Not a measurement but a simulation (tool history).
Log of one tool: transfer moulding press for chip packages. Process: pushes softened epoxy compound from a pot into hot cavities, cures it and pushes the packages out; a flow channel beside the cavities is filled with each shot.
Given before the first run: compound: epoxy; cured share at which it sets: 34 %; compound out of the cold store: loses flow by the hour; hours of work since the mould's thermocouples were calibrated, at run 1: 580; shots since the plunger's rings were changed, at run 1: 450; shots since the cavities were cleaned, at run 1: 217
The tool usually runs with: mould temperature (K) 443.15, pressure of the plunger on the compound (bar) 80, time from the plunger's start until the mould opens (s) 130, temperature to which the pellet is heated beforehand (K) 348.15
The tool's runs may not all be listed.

| run | hour | mould temperature (K) | pressure of the plunger on the compound (bar) | time from the plunger's start until the mould opens (s) | temperature to which the pellet is heated beforehand (K) | hours of work since the mould's thermocouples were calibrated | shots since the plunger's rings were changed | shots since the cavities were cleaned | incoming compound's hours out of the cold store | length that the compound runs in the flow channel (mm) | greatest force on the pins that push the packages out (N) |
|---|---|---|---|---|---|---|---|---|---|---|---|
| 1 | 0 | 443.15 | 80 | 130 | 348.15 | 580 | 450 | 217 | 14.8 | 603 | 361 |
| 2 | 83.2 | 443.15 | 80 | 130 | 348.15 | 631 | 1139 | 906 | 46.7 | 530 | 438 |
|  | 91.3 | cavities cleaned with cleaning compound and waxed |
| 3 | 151 | 443.15 | 80 | 130 | 348.15 | 671 | 1687 | 493 | 24.7 | 568 | 398 |
| 4 | 199.4 | 443.15 | 80 | 130 | 345.15 | 701 | 2088 | 894 | 20.6 | 579 | 432 |
|  | 206.5 | cavities cleaned with cleaning compound and waxed |
| 5 | 275.2 | 443.15 | 77.2 | 130 | 348.15 | 746 | 2703 | 568 | 44.4 | 508 | 402 |
|  | 322.9 | cavities cleaned with cleaning compound and waxed |
|  | 370.4 | plunger's sealing rings changed |
| 6 | 370.4 | 443.15 | 77.2 | 130 | 348.15 | 802 | 0 | 373 | 9.2 | 610 | 402 |
|  | 439.7 | cavities cleaned with cleaning compound and waxed |
|  | 448.4 | mould's thermocouples calibrated |
| 7 | 468.6 | 443.15 | 80 | 130 | 348.15 | 12 | 783 | 222 | 13.3 | 607 | 345 |
|  | 556.6 | cavities cleaned with cleaning compound and waxed |
| 8 | 568 | 443.15 | 80 | 130 | 348.15 | 72 | 1594 | 95 | 23.8 | 569 | 306 |
| 9 | 657.9 | 443.15 | 80 | 130 | 348.15 | 127 | 2337 | 838 | 27.8 | 567 | 436 |
|  | 673.1 | cavities cleaned with cleaning compound and waxed |
| 10 | 706.2 | 443.15 | 80 | 130 | 348.15 | 155 | 2724 | 273 | 36.1 | 543 | 357 |
|  | 789.7 | cavities cleaned with cleaning compound and waxed |
|  | 801.4 | plunger's sealing rings changed |
| 11 | 804.6 | 443.15 | 80 | 168 | 348.15 | 213 | 27 | 103 | 26.6 | 585 | 273 |
| 12 | 882.8 | 443.15 | 80 | 130 | 348.15 | 260 | 674 | 750 | 32.9 | 563 | 440 |
|  | 906.5 | cavities cleaned with cleaning compound and waxed |
| 13 | 984.5 | 443.15 | 80 | 130 | 338.15 | 321 | 1503 | 646 | 36.5 | 548 | 426 |
|  | 1024.3 | cavities cleaned with cleaning compound and waxed |
| 14 | 1030.6 | 443.15 | 95.2 | 130 | 338.15 | 348 | 1872 | 52 | 29 | 608 | 276 |
| 15 | 1096.4 | 443.15 | 95.2 | 130 | 338.15 | 388 | 2416 | 596 | 21.3 | 617 | 431 |
|  | 1142.6 | cavities cleaned with cleaning compound and waxed |
| 16 | 1168.1 | 443.15 | 79.4 | 129 | 348.15 | 431 | 2998 | 212 | 33.7 | 539 | 346 |
|  | 1226.8 | plunger's sealing rings changed |
| 17 | 1236.6 | 443.15 | 79.4 | 129 | 348.15 | 471 | 81 | 758 | 9.8 | 621 | 455 |
|  | 1260.4 | cavities cleaned with cleaning compound and waxed |
| 18 | 1302.5 | 443.15 | 79.4 | 129 | 348.15 | 511 | 613 | 348 | 38.4 | 550 | 381 |
|  | 1377.1 | cavities cleaned with cleaning compound and waxed |
| 19 | 1387.8 | 444.15 | 74.7 | 162 | 347.15 | 562 | 1307 | 89 | 22.8 | 561 | 280 |
| 20 | 1468.9 | 443.15 | 94 | 153 | 348.15 | 611 | 1978 | 760 | 44.9 | 576 | 421 |
|  | 1495.8 | cavities cleaned with cleaning compound and waxed |
| 21 | 1564.2 | 443.15 | 94 | 153 | 348.15 | 668 | 2754 | 566 | 41.1 | 574 | 404 |
|  | 1614.8 | cavities cleaned with cleaning compound and waxed |
| 22 | 1646.5 | 443.15 | 94 | 152 | 356.15 | 717 | 3423 | 263 | 16.4 | 613 | 338 |
|  | 1657.2 | plunger's sealing rings changed |
| 23 | 1705.7 | 440.15 | 75.4 | 152 | 338.15 | 752 | 401 | 732 | 27.3 | 565 | 423 |
|  | 1739.2 | cavities cleaned with cleaning compound and waxed |
| 24 | 1768.3 | 441.15 | 70.9 | 169 | 352.15 | 789 | 906 | 241 | 10.2 | 578 | 336 |
| 25 | 1820.2 | 441.15 | 70.9 | 169 | 352.15 | 821 | 1336 | 671 | 39.9 | 516 | 394 |
|  | 1860.4 | cavities cleaned with cleaning compound and waxed |
|  | 1869.5 | mould's thermocouples calibrated |
| 26 | 1891.7 | 443.15 | 80 | 130 | 340.15 | 14 | 1898 | 242 | 32.9 | 556 | 368 |

How would selected steps in length that the compound runs in the flow channel (mm) from run to run divide? Give the signed amount a tool lacking its hidden state would still show from settings, what came in and random variation, and the signed amount left for the hidden state, including any gauge scatter that is not in both of the compared results.
The tool's hidden condition here consists of: true mould temperature over the reading, C; pressure that reaches the compound, % of what is set; grip of the stained cavities, % over clean ones'; drift of the gauge itself on flow_mm, %; drift of the gauge itself on push_out_n, %.
Run 5 -> 6: cavities cleaned with cleaning compound and waxed, plunger's sealing rings changed. length that the compound runs in the flow channel (mm) +102: hidden state +27, all else +75.
Run 16 -> 17: plunger's sealing rings changed. length that the compound runs in the flow channel (mm) +82: hidden state +27, all else +55.
Run 22 -> 23: mould temperature (K) 443.15 -> 440.15, pressure of the plunger on the compound (bar) 94 -> 75.4, temperature to which the pellet is heated beforehand (K) 356.15 -> 338.15, plunger's sealing rings changed. length that the compound runs in the flow channel (mm) -48: hidden state +35, all else -83.

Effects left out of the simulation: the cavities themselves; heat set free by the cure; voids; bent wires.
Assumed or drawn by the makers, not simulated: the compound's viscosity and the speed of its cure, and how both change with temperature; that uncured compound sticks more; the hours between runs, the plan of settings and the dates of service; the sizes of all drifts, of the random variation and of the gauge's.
